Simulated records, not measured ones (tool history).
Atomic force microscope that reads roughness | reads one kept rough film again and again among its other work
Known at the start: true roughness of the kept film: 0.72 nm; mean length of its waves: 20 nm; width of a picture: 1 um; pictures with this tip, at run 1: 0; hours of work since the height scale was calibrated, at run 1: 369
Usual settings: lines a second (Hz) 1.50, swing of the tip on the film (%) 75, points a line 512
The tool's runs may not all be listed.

run    hour  lines a second (Hz)  swing of the tip on the film (%)  points a line  pictures with this tip  hours of work since the height scale was calibrated  roughness of the kept film (nm (root mean square))
  1     0.0                 1.50                                75            512                       0                                                  369                                               0.652
  2    24.6                 1.50                                75            512                      33                                                  379                                               0.641
  3    43.8                 1.26                                75            512                      59                                                  387                                               0.648
  4    66.7                 1.26                                75            295                      90                                                  397                                               0.628
  5    93.1                 1.14                                75            295                     126                                                  408                                               0.622
  6   117.6                 1.50                                59            512                     159                                                  419                                               0.644
  7   131.8                 2.35                                75            512                     178                                                  425                                               0.612
  8   158.6                 2.54                                75            512                     214                                                  436                                               0.604
  9   169.7                 2.54                                75            512                     229                                                  441                                               0.605
 10   190.4                 2.54                                75            512                     257                                                  450                                               0.599
 11   209.5                 1.50                                75            512                     283                                                  458                                               0.611
 12   231.0                 1.50                                75            512                     312                                                  467                                               0.606
      233.8  -- new tip fitted
 13   247.3                 1.50                                75            512                      19                                                  474                                               0.654
 14   267.5                 1.50                                75            512                      46                                                  482                                               0.648
 15   284.7                 1.50                                75            512                      69                                                  490                                               0.645
 16   301.7                 1.50                                75            512                      92                                                  497                                               0.638
 17   313.7                 1.50                                75            512                     108                                                  502                                               0.638
 18   335.2                 1.50                                75            512                     137                                                  511                                               0.632
 19   361.5                 1.50                                75            512                     173                                                  522                                               0.627
 20   382.6                 1.23                                75            512                     202                                                  531                                               0.632
 21   401.1                 1.50                                83            512                     227                                                  539                                               0.612
 22   424.1                 1.07                                75            512                     258                                                  549                                               0.621
 23   441.0                 1.07                                75            512                     281                                                  556                                               0.619
      467.4  -- new tip fitted
 24   468.1                 1.07                                75            512                       1                                                  567                                               0.659
 25   483.4                 1.50                                75            512                      21                                                  574                                               0.653
 26   501.8                 1.50                                81            512                      46                                                  582                                               0.645
 27   515.1                 1.50                                81            512                      64                                                  587                                               0.636
 28   534.5                 1.50                                81            512                      90                                                  596                                               0.632
 29   551.6                 1.50                                81            512                     114                                                  603                                               0.629
 30   576.5                 1.50                                81            693                     147                                                  614                                               0.631
 31   593.7                 1.50                                68            363                     170                                                  621                                               0.633
 32   616.5                 1.50                                68            363                     201                                                  631                                               0.625
 33   642.0                 3.00                                75            963                     236                                                  641                                               0.602
 34   665.4                 1.07                                85            787                     267                                                  651                                               0.613
 35   682.6                 0.72                                73            370                     291                                                  659                                               0.620
      701.8  -- new tip fitted
 36   708.8                 0.72                                73            370                      10                                                  670                                               0.653
 37   735.8                 0.72                                73            370                      46                                                  681                                               0.649
 38   753.8                 0.72                                73            370                      70                                                  689                                               0.648
 39   770.9                 3.27                                84            356                      94                                                  696                                               0.577
 40   797.5                 1.15                                75            512                     130                                                  707                                               0.638
 41   818.3                 1.50                                55            516                     158                                                  716                                               0.643
 42   838.0                 1.50                                55            516                     184                                                  725                                               0.637
 43   858.4                 1.50                                55            516                     212                                                  733                                               0.632
 44   874.7                 0.89                                81            360                     234                                                  740                                               0.610
 45   886.0                 0.89                                81            360                     249                                                  745                                               0.613
 46   903.0                 0.78                                75            512                     272                                                  752                                               0.621
 47   914.5                 3.48                                71            938                     288                                                  757                                               0.595
      936.1  -- new tip fitted
 48   937.5                 1.41                                71            938                       2                                                  767                                               0.661
 49   952.2                 1.41                                71            938                      22                                                  773                                               0.652
 50   973.2                 1.41                                71            938                      51                                                  782                                               0.656
 51   985.6                 2.90                                75            660                      67                                                  787                                               0.624
 52  1008.7                 2.90                                75            660                      99                                                  797                                               0.624
 53  1022.2                 0.85                                60            873                     117                                                  803                                               0.652
 54  1047.5                 0.81                                78            873                     151                                                  814                                               0.640

The same runs without the tool's hidden state, with the same run-to-run variation:
The hidden state here: radius of the tip, nm; height scale over the true one, %; drift of the gauge itself on roughness_nm, %.
run  roughness of the kept film (nm (root mean square))
  1                                               0.656
  2                                               0.651
  3                                               0.661
  4                                               0.645
  5                                               0.645
  6                                               0.673
  7                                               0.641
  8                                               0.638
  9                                               0.642
 10                                               0.639
 11                                               0.656
 12                                               0.655
 13                                               0.659
 14                                               0.657
 15                                               0.658
 16                                               0.654
 17                                               0.656
 18                                               0.654
 19                                               0.654
 20                                               0.663
 21                                               0.646
 22                                               0.661
 23                                               0.662
 24                                               0.662
 25                                               0.659
 26                                               0.654
 27                                               0.648
 28                                               0.648
 29                                               0.648
 30                                               0.655
 31                                               0.661
 32                                               0.657
 33                                               0.638
 34                                               0.654
 35                                               0.666
 36                                               0.660
 37                                               0.662
 38                                               0.665
 39                                               0.595
 40                                               0.663
 41                                               0.672
 42                                               0.670
 43                                               0.669
 44                                               0.650
 45                                               0.655
 46                                               0.667
 47                                               0.640
 48                                               0.667
 49                                               0.661
 50                                               0.668
 51                                               0.639
 52                                               0.644
 53                                               0.675
 54                                               0.668
